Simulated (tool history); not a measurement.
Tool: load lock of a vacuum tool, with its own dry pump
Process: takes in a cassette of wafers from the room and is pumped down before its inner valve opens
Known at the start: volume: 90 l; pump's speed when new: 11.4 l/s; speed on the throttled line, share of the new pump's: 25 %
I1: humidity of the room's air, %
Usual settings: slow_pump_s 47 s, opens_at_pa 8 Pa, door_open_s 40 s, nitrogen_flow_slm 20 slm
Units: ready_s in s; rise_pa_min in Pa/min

{"run": 1, "day": 0.0, "slow_pump_s": 47, "opens_at_pa": 8, "door_open_s": 40, "nitrogen_flow_slm": 20, "I1": 48.1, "ready_s": 106.9, "rise_pa_min": 0.369}
{"run": 2, "day": 28.021, "slow_pump_s": 47, "opens_at_pa": 8, "door_open_s": 40, "nitrogen_flow_slm": 41, "I1": 45.5, "ready_s": 111.0, "rise_pa_min": 0.421}
{"run": 3, "day": 52.821, "slow_pump_s": 47, "opens_at_pa": 8, "door_open_s": 40, "nitrogen_flow_slm": 41, "I1": 43.3, "ready_s": 109.2, "rise_pa_min": 0.464}
{"run": 4, "day": 71.088, "slow_pump_s": 47, "opens_at_pa": 8, "door_open_s": 39, "nitrogen_flow_slm": 20, "I1": 48.3, "ready_s": 110.0, "rise_pa_min": 0.51}
{"run": 5, "day": 89.504, "slow_pump_s": 47, "opens_at_pa": 8, "door_open_s": 39, "nitrogen_flow_slm": 20, "I1": 43.3, "ready_s": 111.1, "rise_pa_min": 0.549}
{"run": 6, "day": 106.483, "slow_pump_s": 65, "opens_at_pa": 8, "door_open_s": 40, "nitrogen_flow_slm": 20, "I1": 43.7, "ready_s": 125.2, "rise_pa_min": 0.576}
{"run": 7, "day": 128.883, "slow_pump_s": 50, "opens_at_pa": 8, "door_open_s": 40, "nitrogen_flow_slm": 20, "I1": 44.4, "ready_s": 114.5, "rise_pa_min": 0.602}
{"run": 8, "day": 150.625, "slow_pump_s": 51, "opens_at_pa": 8, "door_open_s": 40, "nitrogen_flow_slm": 20, "I1": 47.1, "ready_s": 116.1, "rise_pa_min": 0.67}
{"run": 9, "day": 166.833, "slow_pump_s": 51, "opens_at_pa": 8, "door_open_s": 40, "nitrogen_flow_slm": 20, "I1": 39.8, "ready_s": 114.9, "rise_pa_min": 0.701}
{"run": 10, "day": 178.479, "slow_pump_s": 47, "opens_at_pa": 8, "door_open_s": 40, "nitrogen_flow_slm": 35, "I1": 40.8, "ready_s": 113.7, "rise_pa_min": 0.717}
{"day": 183.042, "done": "door's seal changed, seat wiped"}
{"run": 11, "day": 203.788, "slow_pump_s": 47, "opens_at_pa": 8, "door_open_s": 40, "nitrogen_flow_slm": 35, "I1": 42.1, "ready_s": 112.3, "rise_pa_min": 0.014}
{"run": 12, "day": 232.717, "slow_pump_s": 68, "opens_at_pa": 8, "door_open_s": 40, "nitrogen_flow_slm": 20, "I1": 44.1, "ready_s": 128.0, "rise_pa_min": 0.037}
{"run": 13, "day": 260.954, "slow_pump_s": 68, "opens_at_pa": 9, "door_open_s": 40, "nitrogen_flow_slm": 20, "I1": 46.4, "ready_s": 127.7, "rise_pa_min": 0.059}
{"run": 14, "day": 275.012, "slow_pump_s": 47, "opens_at_pa": 8, "door_open_s": 73, "nitrogen_flow_slm": 20, "I1": 45.3, "ready_s": 114.3, "rise_pa_min": 0.078}
{"run": 15, "day": 296.158, "slow_pump_s": 47, "opens_at_pa": 8, "door_open_s": 73, "nitrogen_flow_slm": 20, "I1": 44.5, "ready_s": 114.6, "rise_pa_min": 0.093}
{"run": 16, "day": 320.683, "slow_pump_s": 47, "opens_at_pa": 8, "door_open_s": 73, "nitrogen_flow_slm": 20, "I1": 42.9, "ready_s": 115.7, "rise_pa_min": 0.116}
{"run": 17, "day": 339.317, "slow_pump_s": 47, "opens_at_pa": 8, "door_open_s": 73, "nitrogen_flow_slm": 20, "I1": 45.0, "ready_s": 117.3, "rise_pa_min": 0.141}
{"run": 18, "day": 364.525, "slow_pump_s": 47, "opens_at_pa": 8, "door_open_s": 73, "nitrogen_flow_slm": 20, "I1": 47.5, "ready_s": 116.5, "rise_pa_min": 0.176}
{"run": 19, "day": 383.167, "slow_pump_s": 47, "opens_at_pa": 8, "door_open_s": 40, "nitrogen_flow_slm": 20, "I1": 47.6, "ready_s": 116.9, "rise_pa_min": 0.186}
{"run": 20, "day": 406.317, "slow_pump_s": 47, "opens_at_pa": 8, "door_open_s": 40, "nitrogen_flow_slm": 20, "I1": 45.0, "ready_s": 118.6, "rise_pa_min": 0.216}
{"run": 21, "day": 427.717, "slow_pump_s": 47, "opens_at_pa": 10, "door_open_s": 34, "nitrogen_flow_slm": 21, "I1": 43.0, "ready_s": 114.6, "rise_pa_min": 0.243}
{"run": 22, "day": 444.812, "slow_pump_s": 60, "opens_at_pa": 8, "door_open_s": 44, "nitrogen_flow_slm": 20, "I1": 43.5, "ready_s": 127.8, "rise_pa_min": 0.273}
{"run": 23, "day": 461.254, "slow_pump_s": 60, "opens_at_pa": 8, "door_open_s": 44, "nitrogen_flow_slm": 20, "I1": 47.3, "ready_s": 127.1, "rise_pa_min": 0.294}
{"run": 24, "day": 480.638, "slow_pump_s": 35, "opens_at_pa": 11, "door_open_s": 87, "nitrogen_flow_slm": 20, "I1": 44.6, "ready_s": 106.9, "rise_pa_min": 0.336}
{"run": 25, "day": 507.283, "slow_pump_s": 35, "opens_at_pa": 11, "door_open_s": 87, "nitrogen_flow_slm": 20, "I1": 43.8, "ready_s": 108.5, "rise_pa_min": 0.393}
{"run": 26, "day": 535.058, "slow_pump_s": 47, "opens_at_pa": 8, "door_open_s": 40, "nitrogen_flow_slm": 20, "I1": 45.6, "ready_s": 120.8, "rise_pa_min": 0.428}
{"run": 27, "day": 550.792, "slow_pump_s": 62, "opens_at_pa": 7, "door_open_s": 27, "nitrogen_flow_slm": 6, "I1": 43.0, "ready_s": 133.3, "rise_pa_min": 0.47}
{"run": 28, "day": 579.629, "slow_pump_s": 35, "opens_at_pa": 10, "door_open_s": 66, "nitrogen_flow_slm": 32, "I1": 48.3, "ready_s": 111.1, "rise_pa_min": 0.53}
{"run": 29, "day": 595.6, "slow_pump_s": 35, "opens_at_pa": 10, "door_open_s": 66, "nitrogen_flow_slm": 32, "I1": 46.2, "ready_s": 111.3, "rise_pa_min": 0.543}
{"run": 30, "day": 609.721, "slow_pump_s": 35, "opens_at_pa": 10, "door_open_s": 175, "nitrogen_flow_slm": 32, "I1": 45.3, "ready_s": 111.1, "rise_pa_min": 0.601}
{"day": 615.133, "done": "dry pump taken out, an overhauled one fitted"}
{"run": 31, "day": 631.979, "slow_pump_s": 35, "opens_at_pa": 10, "door_open_s": 175, "nitrogen_flow_slm": 32, "I1": 43.4, "ready_s": 101.2, "rise_pa_min": 0.645}
{"day": 639.679, "done": "door's seal changed, seat wiped"}
{"run": 32, "day": 657.125, "slow_pump_s": 52, "opens_at_pa": 7, "door_open_s": 40, "nitrogen_flow_slm": 12, "I1": 45.3, "ready_s": 116.0, "rise_pa_min": 0.022}
{"run": 33, "day": 682.1, "slow_pump_s": 52, "opens_at_pa": 7, "door_open_s": 40, "nitrogen_flow_slm": 12, "I1": 45.9, "ready_s": 116.0, "rise_pa_min": 0.042}
{"run": 34, "day": 709.5, "slow_pump_s": 54, "opens_at_pa": 14, "door_open_s": 40, "nitrogen_flow_slm": 20, "I1": 46.6, "ready_s": 113.2, "rise_pa_min": 0.048}
{"run": 35, "day": 723.342, "slow_pump_s": 33, "opens_at_pa": 8, "door_open_s": 40, "nitrogen_flow_slm": 10, "I1": 46.5, "ready_s": 102.6, "rise_pa_min": 0.07}
{"run": 36, "day": 740.838, "slow_pump_s": 50, "opens_at_pa": 9, "door_open_s": 40, "nitrogen_flow_slm": 24, "I1": 44.0, "ready_s": 114.2, "rise_pa_min": 0.08}
{"run": 37, "day": 753.354, "slow_pump_s": 45, "opens_at_pa": 9, "door_open_s": 194, "nitrogen_flow_slm": 24, "I1": 47.4, "ready_s": 111.6, "rise_pa_min": 0.121}
{"run": 38, "day": 768.2, "slow_pump_s": 45, "opens_at_pa": 9, "door_open_s": 194, "nitrogen_flow_slm": 24, "I1": 43.5, "ready_s": 110.2, "rise_pa_min": 0.125}

3 ways to go on from here, each from the tool as it stands after run 38. What would each give?
{"run": "A", "day": 796.529, "slow_pump_s": 80, "opens_at_pa": 9, "door_open_s": 194, "nitrogen_flow_slm": 8, "I1": 45.7, "ready_s": "?", "rise_pa_min": "?"}
{"run": "B", "day": 796.529, "slow_pump_s": 47, "opens_at_pa": 8, "door_open_s": 40, "nitrogen_flow_slm": 8, "I1": 49.8, "ready_s": "?", "rise_pa_min": "?"}
{"run": "C", "day": 796.529, "slow_pump_s": 47, "opens_at_pa": 15, "door_open_s": 40, "nitrogen_flow_slm": 20, "I1": 46.8, "ready_s": "?", "rise_pa_min": "?"}

run=A ready_s=137.2 rise_pa_min=0.185
run=B ready_s=115.3 rise_pa_min=0.138
run=C ready_s=108.1 rise_pa_min=0.134
Without the tool's hidden state the same runs would have given:
run=A ready_s=133.7 rise_pa_min=0.062
run=B ready_s=111.2 rise_pa_min=0.017
run=C ready_s=104.4 rise_pa_min=0.012
